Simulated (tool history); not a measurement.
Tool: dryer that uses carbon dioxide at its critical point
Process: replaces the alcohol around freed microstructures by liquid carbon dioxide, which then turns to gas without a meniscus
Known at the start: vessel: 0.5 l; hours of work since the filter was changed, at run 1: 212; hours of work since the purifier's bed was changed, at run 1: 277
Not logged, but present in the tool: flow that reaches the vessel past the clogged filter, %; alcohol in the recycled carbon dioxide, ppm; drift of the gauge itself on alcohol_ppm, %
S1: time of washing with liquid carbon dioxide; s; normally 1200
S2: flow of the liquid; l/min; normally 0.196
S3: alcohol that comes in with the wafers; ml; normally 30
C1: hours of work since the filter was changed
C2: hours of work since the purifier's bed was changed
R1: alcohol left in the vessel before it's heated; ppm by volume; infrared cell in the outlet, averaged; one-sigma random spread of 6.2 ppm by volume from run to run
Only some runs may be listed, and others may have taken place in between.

run   hour    S1     S2  S3   C1   C2    R1
  1    0.0  1200  0.196  30  212  277   570
  2    9.9  1080  0.196  30  218  284   900
  3   16.9  1200  0.194  30  223  288   635
  4   27.3  1200  0.194  30  229  295   627
  5   33.1  1200  0.194  30  233  299   656
  6   44.4  1440  0.196  30  241  306   269
      48.7  -- inlet filter changed
  7   54.6  1440  0.196  30    4  312   119
  8   65.4  1440  0.196  30   11  319   102
  9   73.3  1440  0.196  53   16  324   178
 10   82.2  1200  0.134  30   22  330  1678
 11   90.2  1200  0.134  30   27  335  1738
 12  100.9  1200  0.134  30   34  342  1755
 13  109.7  1200  0.134  30   40  348  1795
 14  117.2  1200  0.134  30   44  353  1811
 15  122.8  1200  0.134  30   48  356  1796
 16  131.7  1200  0.134  21   54  362  1283
 17  137.6  1200  0.134  21   58  366  1329
 18  147.9  1200  0.134  21   64  373  1340
 19  157.8  1200  0.230  30   71  379   142
 20  167.0  1200  0.230  30   77  385   141
 21  178.7  1200  0.230  30   84  393   162
 22  184.2  1200  0.230  30   88  396   162
 23  195.0  1200  0.230  30   95  403   167
 24  205.2   960  0.325  85  102  410   169
 25  210.7  1740  0.196  23  105  413    54
 26  217.4  1740  0.196  23  109  418    63
 27  226.0   960  0.135  28  115  423  3792
 28  234.1   960  0.135  28  120  428  3774
 29  245.4  1320  0.149  30  128  436  1021
 30  257.8  1320  0.146  30  136  444  1162

Run 31, settings as shown, results not yet in. Your forecast:
 31  268.9  1320  0.146  30  143  451   ?

Run 31 yielded R1 1195 ppm by volume.
If the tool had no hidden condition, the same run with the same run-to-run variation would have returned R1 760 ppm by volume.
